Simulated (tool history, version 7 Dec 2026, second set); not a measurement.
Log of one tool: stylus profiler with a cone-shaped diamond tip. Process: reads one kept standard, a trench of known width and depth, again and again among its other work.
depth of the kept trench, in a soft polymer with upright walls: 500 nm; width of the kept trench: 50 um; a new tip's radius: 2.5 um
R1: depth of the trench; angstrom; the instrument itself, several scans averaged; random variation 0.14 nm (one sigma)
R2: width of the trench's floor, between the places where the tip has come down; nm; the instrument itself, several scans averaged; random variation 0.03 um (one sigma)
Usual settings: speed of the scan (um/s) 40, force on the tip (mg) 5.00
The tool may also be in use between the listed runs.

Run 1, hour 0.0: usual settings. Result: R1 5082.9 angstrom, R2 46540 nm.
Run 2, hour 86.7: usual settings but force on the tip (mg) 3.77. Result: R1 5065.7 angstrom, R2 46570 nm.
Run 3, hour 175.3: usual settings but force on the tip (mg) 6.34. Result: R1 5099.0 angstrom, R2 46580 nm.
Run 4, hour 248.2: usual settings but force on the tip (mg) 6.34. Result: R1 5097.1 angstrom, R2 46590 nm.
Run 5, hour 328.4: usual settings but force on the tip (mg) 6.34. Result: R1 5099.3 angstrom, R2 46510 nm.
Run 6, hour 395.7: usual settings. Result: R1 5077.0 angstrom, R2 46460 nm.
Run 7, hour 444.6: usual settings. Result: R1 5080.0 angstrom, R2 46520 nm.
Run 8, hour 494.4: usual settings. Result: R1 5079.3 angstrom, R2 46520 nm.
Run 9, hour 568.5: usual settings. Result: R1 5075.9 angstrom, R2 46490 nm.
Run 10, hour 609.3: usual settings but force on the tip (mg) 7.64. Result: R1 5110.8 angstrom, R2 46570 nm.
Run 11, hour 675.1: usual settings but speed of the scan (um/s) 129, force on the tip (mg) 7.30. Result: R1 5107.7 angstrom, R2 46330 nm.
Run 12, hour 730.6: usual settings but speed of the scan (um/s) 19, force on the tip (mg) 2.00. Result: R1 5031.4 angstrom, R2 46490 nm.
Run 13, hour 776.6: usual settings but speed of the scan (um/s) 19, force on the tip (mg) 2.00. Result: R1 5032.9 angstrom, R2 46530 nm.
Run 14, hour 827.0: usual settings but speed of the scan (um/s) 58, force on the tip (mg) 9.50. Result: R1 5129.6 angstrom, R2 46470 nm.
Run 15, hour 879.0: usual settings but speed of the scan (um/s) 58, force on the tip (mg) 9.50. Result: R1 5128.5 angstrom, R2 46430 nm.
Run 16, hour 927.5: usual settings but speed of the scan (um/s) 58, force on the tip (mg) 9.50. Result: R1 5127.1 angstrom, R2 46500 nm.

5 ways to go on from here, each from the tool as it stands after run 16. What would each give?
Run A, hour 997.9: usual settings but speed of the scan (um/s) 108, force on the tip (mg) 5.54. Result: R1 ?, R2 ?.
Run B, hour 997.9: usual settings but speed of the scan (um/s) 29, force on the tip (mg) 1.84. Result: R1 ?, R2 ?.
Run C, hour 997.9: usual settings but speed of the scan (um/s) 133, force on the tip (mg) 13.75. Result: R1 ?, R2 ?.
Run D, hour 997.9: usual settings but speed of the scan (um/s) 117, force on the tip (mg) 14.90. Result: R1 ?, R2 ?.
Run E, hour 997.9: usual settings but force on the tip (mg) 3.86. Result: R1 ?, R2 ?.

run      R1     R2
  A  5081.0  46230
  B  5026.9  46440
  C  5171.8  46340
  D  5183.0  46370
  E  5061.1  46410
Without the tool's hidden state the same runs would have given:
run      R1     R2
  A  5104.4  46700
  B  5050.1  46910
  C  5195.6  46810
  D  5206.9  46840
  E  5084.5  46880

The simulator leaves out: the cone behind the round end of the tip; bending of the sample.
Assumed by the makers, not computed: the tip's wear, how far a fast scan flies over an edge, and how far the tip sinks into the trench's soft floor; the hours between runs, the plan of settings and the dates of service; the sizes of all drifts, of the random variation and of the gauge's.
